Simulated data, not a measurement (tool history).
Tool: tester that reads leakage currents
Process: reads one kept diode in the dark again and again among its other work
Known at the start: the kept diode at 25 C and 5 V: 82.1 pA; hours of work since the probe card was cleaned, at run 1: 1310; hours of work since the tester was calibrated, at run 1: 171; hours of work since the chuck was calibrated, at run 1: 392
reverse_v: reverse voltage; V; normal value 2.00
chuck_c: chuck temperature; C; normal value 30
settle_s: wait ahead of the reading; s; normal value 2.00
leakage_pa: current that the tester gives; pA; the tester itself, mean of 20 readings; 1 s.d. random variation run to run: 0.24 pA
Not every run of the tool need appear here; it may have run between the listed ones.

run,hour,reverse_v,chuck_c,settle_s,hours of work since the probe card was cleaned,hours of work since the tester was calibrated,hours of work since the chuck was calibrated,leakage_pa
1,0.0,2.00,30,2.00,1310,171,392,78.03
2,63.8,2.00,30,2.00,1359,221,441,77.70
3,130.9,2.00,30,2.00,1411,272,493,77.30
4,198.5,2.00,30,2.10,1463,325,545,76.65
5,264.2,2.00,30,2.00,1514,375,596,75.78
6,293.8,2.00,33,2.00,1537,398,619,95.58
7,357.1,2.00,33,2.00,1586,447,668,95.28
8,419.3,2.00,33,2.00,1634,495,716,94.31
9,472.1,2.00,56,2.00,1675,536,757,484.41
10,500.3,2.00,56,2.00,1696,558,778,485.58
11,532.3,2.00,56,2.00,1721,583,803,482.05
12,584.0,2.00,56,2.00,1761,622,843,480.27
13,643.1,3.34,30,2.00,1807,668,889,94.50
# hour 667.8: chuck's temperature calibrated
14,702.4,13.36,30,2.00,1851,712,27,198.39
15,734.4,5.99,30,2.00,1876,737,51,134.62
16,773.4,5.99,30,1.83,1906,767,82,133.80
17,803.8,2.00,59,2.00,1929,791,105,614.59
18,840.2,2.00,59,2.00,1957,819,133,611.88
19,872.9,2.00,22,1.47,1983,844,158,42.02
20,941.6,2.00,52,2.00,2036,897,212,383.15
21,999.8,1.21,29,9.77,2081,942,257,56.53
# hour 1004.7: tester calibrated
22,1057.9,2.00,51,8.88,2124,41,300,354.71
23,1113.9,10.99,52,2.00,2167,84,343,842.61
24,1155.3,10.99,52,2.00,2199,116,375,842.92
# hour 1192.7: tester calibrated, once more
25,1195.0,14.36,52,0.84,2229,2,404,953.72
26,1246.2,17.20,26,6.74,2268,41,444,162.07
27,1282.7,2.00,21,0.78,2296,70,472,38.12
28,1341.1,2.00,52,1.91,2341,115,517,372.13
29,1407.8,2.00,33,1.91,2393,166,569,94.69
30,1463.4,2.00,33,0.81,2436,209,612,94.83
31,1504.9,2.04,45,7.97,2468,241,644,228.67
32,1558.0,6.72,45,7.97,2509,282,685,397.14

What if the next run were any one of these 3? Each begins from the tool's condition after run 32:
A,1589.2,5.80,44,1.16,2533,306,709,?
B,1589.2,2.00,40,2.00,2533,306,709,?
C,1589.2,10.00,26,7.97,2533,306,709,?

run,leakage_pa
A,346.61
B,157.70
C,120.35
The same runs, with their run-to-run variation unchanged, on a tool lacking any hidden condition would have given:
run,leakage_pa
A,372.41
B,170.31
C,124.13
